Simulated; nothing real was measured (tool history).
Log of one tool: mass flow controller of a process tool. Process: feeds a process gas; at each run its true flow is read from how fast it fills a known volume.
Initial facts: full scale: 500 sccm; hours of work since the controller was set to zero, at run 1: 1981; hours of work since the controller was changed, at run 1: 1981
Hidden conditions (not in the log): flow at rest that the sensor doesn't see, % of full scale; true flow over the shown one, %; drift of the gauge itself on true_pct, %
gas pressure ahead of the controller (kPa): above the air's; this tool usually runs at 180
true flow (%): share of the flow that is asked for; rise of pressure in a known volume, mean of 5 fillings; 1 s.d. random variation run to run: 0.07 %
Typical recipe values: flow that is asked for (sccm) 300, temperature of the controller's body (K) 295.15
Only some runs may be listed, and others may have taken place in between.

run,hour,flow that is asked for (sccm),gas pressure ahead of the controller (kPa),temperature of the controller's body (K),hours of work since the controller was set to zero,hours of work since the controller was changed,true flow (%)
1,0.0,300,180,295.15,1981,1981,98.64
2,58.0,300,180,295.15,2007,2007,98.49
3,187.2,300,180,295.15,2066,2066,98.56
4,307.4,300,180,295.15,2120,2120,98.54
5,427.4,300,180,295.15,2175,2175,98.40
6,522.8,300,180,295.15,2218,2218,98.42
7,655.9,300,146,295.15,2279,2279,98.30
8,763.6,300,180,295.15,2328,2328,98.16
9,864.8,300,180,295.15,2374,2374,98.13
10,986.7,300,180,295.15,2429,2429,98.10
11,1098.8,300,180,295.15,2480,2480,97.92
12,1220.3,300,180,295.15,2535,2535,97.77
13,1282.9,308,154,296.15,2564,2564,98.18
14,1393.0,308,154,296.15,2614,2614,97.89
15,1513.8,300,189,302.15,2668,2668,98.18
16,1588.7,300,189,302.15,2702,2702,97.97
17,1704.8,300,184,295.15,2755,2755,97.70
18,1802.0,300,184,295.15,2799,2799,97.72
19,1866.5,265,150,295.15,2829,2829,97.41
20,1979.8,265,225,303.15,2880,2880,97.55
21,2101.1,265,225,303.15,2935,2935,97.58
22,2206.9,451,174,309.15,2983,2983,98.99
23,2283.1,451,148,296.15,3018,3018,98.36

How would selected steps in true flow (%) from run to run divide? Give the signed amount a tool lacking its hidden state would still show from settings, what came in and random variation, and the signed amount left for the hidden state, including any gauge scatter that is not in both of the compared results.
Run 14 -> 15: flow that is asked for (sccm) 308 -> 300, gas pressure ahead of the controller (kPa) 154 -> 189, temperature of the controller's body (K) 296.15 -> 302.15. true flow (%) +0.29: hidden state -0.08, all else +0.37.
Run 21 -> 22: flow that is asked for (sccm) 265 -> 451, gas pressure ahead of the controller (kPa) 225 -> 174, temperature of the controller's body (K) 303.15 -> 309.15. true flow (%) +1.41: hidden state -0.09, all else +1.50.
Run 22 -> 23: gas pressure ahead of the controller (kPa) 174 -> 148, temperature of the controller's body (K) 309.15 -> 296.15. true flow (%) -0.63: hidden state -0.03, all else -0.60.
